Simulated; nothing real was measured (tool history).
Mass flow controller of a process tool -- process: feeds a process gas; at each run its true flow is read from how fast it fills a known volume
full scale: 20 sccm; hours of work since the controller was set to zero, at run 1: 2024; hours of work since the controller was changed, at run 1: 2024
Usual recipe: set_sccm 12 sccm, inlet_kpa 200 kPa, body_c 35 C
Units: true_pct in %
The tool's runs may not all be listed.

run	hour	set_sccm	inlet_kpa	body_c	hours of work since the controller was set to zero	hours of work since the controller was changed	true_pct
1	0	12	200	35	2024	2024	97.91
2	63	12	200	35	2069	2069	97.87
3	130.8	12	200	35	2117	2117	97.83
4	217	12	200	35	2179	2179	97.9
5	295.2	12	200	35	2234	2234	97.98
6	338.7	12	200	35	2265	2265	97.87
7	410.7	12	200	35	2317	2317	97.9
8	493.3	12	200	35	2375	2375	97.86
9	559.3	12	259	35	2422	2422	97.53
10	619	12	259	35	2465	2465	97.46
11	697.5	12	218	35	2521	2521	97.84
12	789	12	200	35	2586	2586	97.78
13	877.9	12	200	35	2649	2649	97.87
14	921.5	12	200	35	2680	2680	97.81
15	990.4	12	200	35	2729	2729	97.8
16	1080.4	12	200	35	2793	2793	97.77
17	1142.6	12	200	35	2837	2837	97.83
18	1227.5	12	200	35	2898	2898	97.84
19	1310.9	12	200	35	2957	2957	97.82
20	1388.1	12	200	22	3012	3012	99.05
21	1432.7	12	240	35	3044	3044	97.56
22	1528.4	12	200	23	3112	3112	99.08
23	1600.8	12	200	23	3163	3163	99.08
24	1696.3	12	200	23	3231	3231	99.12
25	1778.8	12	167	35	3290	3290	98.16
26	1851.6	6	161	35	3342	3342	97.31
27	1908.1	3	269	32	3382	3382	96.41
28	1978.1	4	200	39	3432	3432	96.36
29	2077.3	4	200	39	3502	3502	96.4
30	2170.7	4	200	39	3569	3569	96.33
31	2263.9	3	142	31	3635	3635	97.37
32	2350	4	200	35	3696	3696	96.68
33	2400.8	4	222	35	3733	3733	96.55
34	2471.2	3	200	39	3783	3783	96.33
35	2531.3	10	244	35	3825	3825	97.26
36	2620.2	10	252	21	3889	3889	98.5
37	2712.1	8	231	22	3954	3954	98.32
38	2767.5	8	231	22	3993	3993	98.26
39	2863.9	12	200	21	4062	4062	99.3
40	2943.9	12	200	21	4119	4119	99.22
41	3041.9	6	144	35	4189	4189	97.39
42	3101	7	200	35	4231	4231	97.05
43	3153.8	7	200	35	4268	4268	97.11
44	3223.1	7	200	35	4318	4318	97.19
45	3269.6	12	200	30	4351	4351	98.45
46	3364.5	3	151	28	4418	4418	97.55
47	3405.6	5	200	34	4447	4447	97.05
48	3500.2	7	236	35	4515	4515	96.84
49	3559	12	236	32	4557	4557	98.07

Predict each of these 4 candidate next runs independently; none follows another, all start after run 49:
A	3614.6	9	222	24	4596	4596	?
B	3614.6	12	219	28	4596	4596	?
C	3614.6	4	260	34	4596	4596	?
D	3614.6	9	200	29	4596	4596	?

run	true_pct
A	98.18
B	98.58
C	96.35
D	98.07
With the hidden condition removed and each run's random variation left untouched, the same runs would have given:
run	true_pct
A	98.19
B	98.6
C	96.35
D	98.08
